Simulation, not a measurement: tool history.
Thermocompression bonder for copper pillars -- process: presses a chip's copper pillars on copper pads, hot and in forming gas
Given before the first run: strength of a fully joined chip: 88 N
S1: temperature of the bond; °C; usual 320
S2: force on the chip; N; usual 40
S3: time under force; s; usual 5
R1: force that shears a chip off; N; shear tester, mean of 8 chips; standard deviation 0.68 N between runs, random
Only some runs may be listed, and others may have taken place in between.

run,hour,S1,S2,S3,R1
1,0.0,320,40,5,40.4
2,14.1,320,40,5,41.3
3,23.2,320,40,5,39.7
4,35.0,320,40,5,41.2
5,45.8,324,40,5,42.1
6,56.1,320,40,5,41.8
7,66.8,320,40,5,41.1
8,75.8,336,36,4,42.0
9,86.4,336,36,4,42.0
10,97.1,336,28,9,48.4
11,105.1,313,58,6,47.8
12,115.4,320,36,5,38.2
13,128.6,343,36,3,38.4

Here are 3 independent what-if runs from the current tool condition. What would each one return?
A,139.8,320,37,6,?
B,139.8,339,40,14,?
C,139.8,343,28,3,?

run,R1
A,41.6
B,61.9
C,35.2
The same runs, with their run-to-run variation unchanged, on a tool lacking any hidden condition would have given:
run,R1
A,47.7
B,68.4
C,40.4
